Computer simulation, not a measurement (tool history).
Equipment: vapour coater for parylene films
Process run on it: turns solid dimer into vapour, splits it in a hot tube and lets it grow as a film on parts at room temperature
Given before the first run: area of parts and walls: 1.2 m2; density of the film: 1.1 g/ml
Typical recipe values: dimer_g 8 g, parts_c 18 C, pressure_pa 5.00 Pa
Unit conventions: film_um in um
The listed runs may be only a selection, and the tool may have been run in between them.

run    hour  dimer_g  parts_c  pressure_pa  film_um
  1     0.0        8       18         5.00     2.80
  2    49.8        8       18         2.41     2.87
  3   120.0        8       18         2.31     2.85
  4   160.1        8       18         5.00     2.73
  5   205.5        8       18         5.00     2.72
  6   262.9        8       18         2.18     2.76
  7   318.8        8       18         2.18     2.82
  8   387.4        8       18         2.18     2.74
  9   422.3        8       18        10.76     2.54
 10   456.2        8       18        10.76     2.50
 11   500.0        8       26         5.00     1.87
 12   554.5        8       26         5.00     1.86
 13   606.1        8       26         5.00     1.86
 14   648.3        8       26         2.43     1.92
 15   721.5        8       18         7.30     2.52
      760.2  -- table's thermometer calibrated
      782.1  -- trap's valve overhauled
 16   782.1        5       18        10.96     1.69
 17   826.6        6       18        10.54     2.03
 18   864.9        4       18         3.79     1.42
 19   899.5        7       27         3.76     1.66
 20   950.1        7       27         3.76     1.67
 21   993.5        7       27         4.21     1.66
 22  1061.1       11       12         4.21     4.93
 23  1114.6        4       24         4.21     1.06
 24  1171.7        8       13         7.56     3.26
 25  1223.3        8       28         2.14     1.84
 26  1280.3        8       28         2.14     1.89
 27  1329.6        7       11         2.14     3.30
 28  1394.5        3       22         2.14     0.84
 29  1461.0        3       22         4.72     0.84
 30  1519.7        3       16         4.72     1.07

Below, some changes in film_um between adjacent runs. For each, the amount present without the hidden state too (settings, incoming material, random variation) and the amount remaining for the hidden state with gauge scatter not shared by both compared results:
Unlogged tool condition in this case: vapour lost through the trap's worn valve, %; true temperature of the parts over the reading, C; drift of the gauge itself on film_um, %.
Run 15 -> 16: dimer_g 8 -> 5, pressure_pa 7.30 -> 10.96, table's thermometer calibrated, trap's valve overhauled. film_um -0.83 um: hidden state +0.28, all else -1.11.
Run 21 -> 22: dimer_g 7 -> 11, parts_c 27 -> 12. film_um +3.27 um: hidden state -0.15, all else +3.42.
Run 22 -> 23: dimer_g 11 -> 4, parts_c 12 -> 24. film_um -3.87 um: hidden state +0.16, all else -4.03.
Run 27 -> 28: dimer_g 7 -> 3, parts_c 11 -> 22. film_um -2.46 um: hidden state +0.17, all else -2.63.
